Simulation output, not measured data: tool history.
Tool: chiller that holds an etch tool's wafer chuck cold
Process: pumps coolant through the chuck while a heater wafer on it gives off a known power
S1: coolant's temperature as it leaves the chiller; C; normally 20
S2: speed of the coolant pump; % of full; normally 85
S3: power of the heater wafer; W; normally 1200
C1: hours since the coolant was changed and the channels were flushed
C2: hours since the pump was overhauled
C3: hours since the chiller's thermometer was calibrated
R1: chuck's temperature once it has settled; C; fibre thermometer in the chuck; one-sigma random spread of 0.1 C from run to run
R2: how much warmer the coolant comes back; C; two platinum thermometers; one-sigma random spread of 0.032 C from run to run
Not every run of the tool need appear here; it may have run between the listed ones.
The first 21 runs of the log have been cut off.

run 22 day=49.079 | S1=19 S2=92 S3=1200 | C1=2278 C2=1958 C3=2919 | R1=28.1 R2=3.61
-- day=49.467 coolant pump overhauled
run 23 day=50.95 | S1=19 S2=92 S3=1200 | C1=2318 C2=36 C3=2959 | R1=28.3 R2=3.79
-- day=52.112 chiller's thermometer calibrated
run 24 day=53.871 | S1=19 S2=92 S3=1200 | C1=2387 C2=105 C3=42 | R1=28.5 R2=3.77
run 25 day=56.367 | S1=24 S2=98 S3=1546 | C1=2447 C2=165 C3=102 | R1=36 R2=4.53
-- day=57.404 coolant pump overhauled, once more
run 26 day=59.838 | S1=24 S2=94 S3=1510 | C1=2526 C2=58 C3=180 | R1=35.7 R2=4.32
run 27 day=62.862 | S1=12 S2=85 S3=1200 | C1=2598 C2=131 C3=253 | R1=21.8 R2=3.84
run 28 day=64.621 | S1=20 S2=94 S3=1200 | C1=2640 C2=173 C3=295 | R1=29.1 R2=3.39
run 29 day=65.971 | S1=20 S2=94 S3=1200 | C1=2673 C2=206 C3=328 | R1=29.1 R2=3.39
run 30 day=67.408 | S1=16 S2=95 S3=1723 | C1=2707 C2=240 C3=362 | R1=29.2 R2=4.8
run 31 day=70.162 | S1=17 S2=63 S3=751 | C1=2773 C2=306 C3=428 | R1=24.5 R2=3.24
run 32 day=73.325 | S1=16 S2=85 S3=1109 | C1=2849 C2=382 C3=504 | R1=24.8 R2=3.56

Alternative continuations, all from the tool just after run 32; predict every row:
run A day=74.679 | S1=11 S2=71 S3=936 | C1=2882 C2=415 C3=537 | R1=? R2=?
run B day=74.679 | S1=27 S2=85 S3=747 | C1=2882 C2=415 C3=537 | R1=? R2=?
run C day=74.679 | S1=23 S2=85 S3=1315 | C1=2882 C2=415 C3=537 | R1=? R2=?
run D day=74.679 | S1=12 S2=77 S3=1336 | C1=2882 C2=415 C3=537 | R1=? R2=?

run=A R1=19.5 R2=3.66
run=B R1=33 R2=2.35
run=C R1=33.6 R2=4.19
run=D R1=23.7 R2=4.73
What these runs would have given with no unlogged condition in the tool:
run=A R1=18.9 R2=3.62
run=B R1=32.6 R2=2.32
run=C R1=32.9 R2=4.14
run=D R1=22.9 R2=4.67
